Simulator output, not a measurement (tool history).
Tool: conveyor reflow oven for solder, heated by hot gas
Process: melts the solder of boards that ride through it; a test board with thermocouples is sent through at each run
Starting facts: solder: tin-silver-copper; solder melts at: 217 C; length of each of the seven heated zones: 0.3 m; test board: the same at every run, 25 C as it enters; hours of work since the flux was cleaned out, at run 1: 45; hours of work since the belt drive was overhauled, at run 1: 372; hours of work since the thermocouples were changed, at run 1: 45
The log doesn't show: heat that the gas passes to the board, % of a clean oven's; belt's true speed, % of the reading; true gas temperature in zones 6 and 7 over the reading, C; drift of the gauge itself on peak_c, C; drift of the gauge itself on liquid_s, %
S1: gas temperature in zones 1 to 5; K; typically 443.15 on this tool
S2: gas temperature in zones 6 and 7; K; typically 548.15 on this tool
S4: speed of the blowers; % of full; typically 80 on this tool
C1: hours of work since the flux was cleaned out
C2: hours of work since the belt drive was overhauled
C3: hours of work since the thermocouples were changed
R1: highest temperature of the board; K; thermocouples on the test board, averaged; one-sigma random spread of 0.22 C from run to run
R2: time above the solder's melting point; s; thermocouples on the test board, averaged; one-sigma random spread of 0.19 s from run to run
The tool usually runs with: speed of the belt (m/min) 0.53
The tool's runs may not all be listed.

Run 1, day 0: usual settings; C1 45; C2 372; C3 45. Result: R1 534.65 K, R2 55.5 s.
Run 2, day 2.496: usual settings; C1 74; C2 402; C3 74. Result: R1 534.25 K, R2 55.7 s.
Run 3, day 6.433: usual settings; C1 121; C2 449; C3 121. Result: R1 534.25 K, R2 55.4 s.
Run 4, day 9.071: usual settings; C1 152; C2 480; C3 152. Result: R1 533.85 K, R2 55.5 s.
Run 5, day 11.725: usual settings but S2 555.15 K; C1 183; C2 511; C3 183. Result: R1 540.65 K, R2 58.7 s.
Run 6, day 14.725: usual settings but S2 542.15 K; C1 219; C2 547; C3 219. Result: R1 529.15 K, R2 52.7 s.
Run 7, day 16.538: usual settings but speed of the belt (m/min) 0.445; C1 240; C2 568; C3 240. Result: R1 539.15 K, R2 69.9 s.
Run 8, day 18.288: usual settings but S1 456.15 K; C1 261; C2 589; C3 261. Result: R1 536.25 K, R2 60.7 s.
Run 9, day 22.283: usual settings but S1 456.15 K; C1 308; C2 636; C3 308. Result: R1 536.45 K, R2 60.8 s.
Run 10, day 25.188: usual settings but S1 456.15 K, S4 89 % of full; C1 343; C2 670; C3 343. Result: R1 537.95 K, R2 61.3 s.
Run 11, day 28.471: usual settings but S1 456.15 K, S4 89 % of full; C1 381; C2 709; C3 381. Result: R1 537.55 K, R2 61.7 s.
At day 28.896: flux residue cleaned out of gas plates and filters.
Run 12, day 30.642: usual settings but S1 456.15 K, S4 89 % of full; C1 21; C2 732; C3 405. Result: R1 537.35 K, R2 61.2 s.
Run 13, day 34.238: usual settings but S1 456.15 K, S4 69 % of full; C1 63; C2 775; C3 447. Result: R1 532.95 K, R2 58.8 s.
Run 14, day 37.879: usual settings but speed of the belt (m/min) 0.595; C1 106; C2 818; C3 490. Result: R1 529.55 K, R2 46.4 s.
Run 15, day 41.033: usual settings; C1 144; C2 855; C3 528. Result: R1 533.85 K, R2 55.5 s.
Run 16, day 44.621: usual settings; C1 186; C2 898; C3 570. Result: R1 533.25 K, R2 55.6 s.
Run 17, day 47.167: usual settings; C1 216; C2 928; C3 600. Result: R1 533.55 K, R2 55.3 s.
At day 47.6: flux residue cleaned out of gas plates and filters, once more.
Run 18, day 51.183: usual settings but S1 446.15 K, S4 85 % of full; C1 42; C2 973; C3 645. Result: R1 538.15 K, R2 59.1 s.
Run 19, day 54.442: usual settings but S1 444.15 K, S2 540.15 K, speed of the belt (m/min) 0.504, S4 56 % of full; C1 81; C2 1012; C3 684. Result: R1 523.45 K, R2 51.7 s.
Run 20, day 57.496: usual settings but S1 444.15 K, S2 540.15 K, speed of the belt (m/min) 0.504, S4 56 % of full; C1 117; C2 1048; C3 720. Result: R1 523.55 K, R2 51.4 s.
At day 58.142: thermocouples of zones 6 and 7 changed.
Run 21, day 59.488: usual settings but S1 446.15 K, S2 559.15 K, speed of the belt (m/min) 0.504, S4 56 % of full; C1 140; C2 1070; C3 16. Result: R1 537.85 K, R2 61.6 s.
Run 22, day 61.888: usual settings but S2 550.15 K; C1 168; C2 1099; C3 44. Result: R1 535.35 K, R2 57 s.
Run 23, day 63.525: usual settings but S1 434.15 K, S2 555.15 K, speed of the belt (m/min) 0.637, S4 61 % of full; C1 187; C2 1118; C3 64. Result: R1 523.35 K, R2 37 s.
Run 24, day 67.083: usual settings but S2 544.15 K; C1 229; C2 1160; C3 106. Result: R1 529.95 K, R2 54.2 s.
At day 67.738: belt drive overhauled, speed set with a stopwatch.
Run 25, day 69.088: usual settings but S2 544.15 K; C1 251; C2 16; C3 127. Result: R1 528.95 K, R2 52 s.
Run 26, day 71.05: usual settings but S2 549.15 K; C1 274; C2 39; C3 151. Result: R1 533.65 K, R2 54.6 s.
Run 27, day 72.729: usual settings but S2 549.15 K; C1 294; C2 59; C3 171. Result: R1 533.55 K, R2 54.6 s.
Run 28, day 76.696: usual settings but S2 549.15 K; C1 341; C2 106; C3 218. Result: R1 534.05 K, R2 54.9 s.
Run 29, day 80.242: usual settings but S2 549.15 K; C1 383; C2 148; C3 259. Result: R1 533.95 K, R2 54.7 s.
Run 30, day 82.021: usual settings but S2 562.15 K; C1 404; C2 169; C3 281. Result: R1 545.25 K, R2 59.9 s.

Consider 5 possible next runs. They are alternatives, not a sequence: every one starts from the tool as it was left by run 30. What does each give?
Run A, day 84.692: usual settings but S2 562.15 K, speed of the belt (m/min) 0.424, S4 83 % of full; C1 436; C2 201; C3 312. Result: R1 ?, R2 ?.
Run B, day 84.692: usual settings but S4 56 % of full; C1 436; C2 201; C3 312. Result: R1 ?, R2 ?.
Run C, day 84.692: usual settings but S1 444.15 K, speed of the belt (m/min) 0.611, S4 56 % of full; C1 436; C2 201; C3 312. Result: R1 ?, R2 ?.
Run D, day 84.692: usual settings but S2 562.15 K, speed of the belt (m/min) 0.474, S4 66 % of full; C1 436; C2 201; C3 312. Result: R1 ?, R2 ?.
Run E, day 84.692: usual settings but S2 540.15 K, speed of the belt (m/min) 0.493, S4 63 % of full; C1 436; C2 201; C3 312. Result: R1 ?, R2 ?.

run      R1    R2
  A  552.95  78.8
  B  525.05  47.9
  C  518.45  36.5
  D  545.25  67.1
  E  523.05  51.8
Stripped of hidden state, with their random variation kept, the same runs would have yielded:
run      R1    R2
  A  553.45  78.7
  B  525.65  48.4
  C  519.35  37.3
  D  545.85  67.2
  E  523.65  52.4
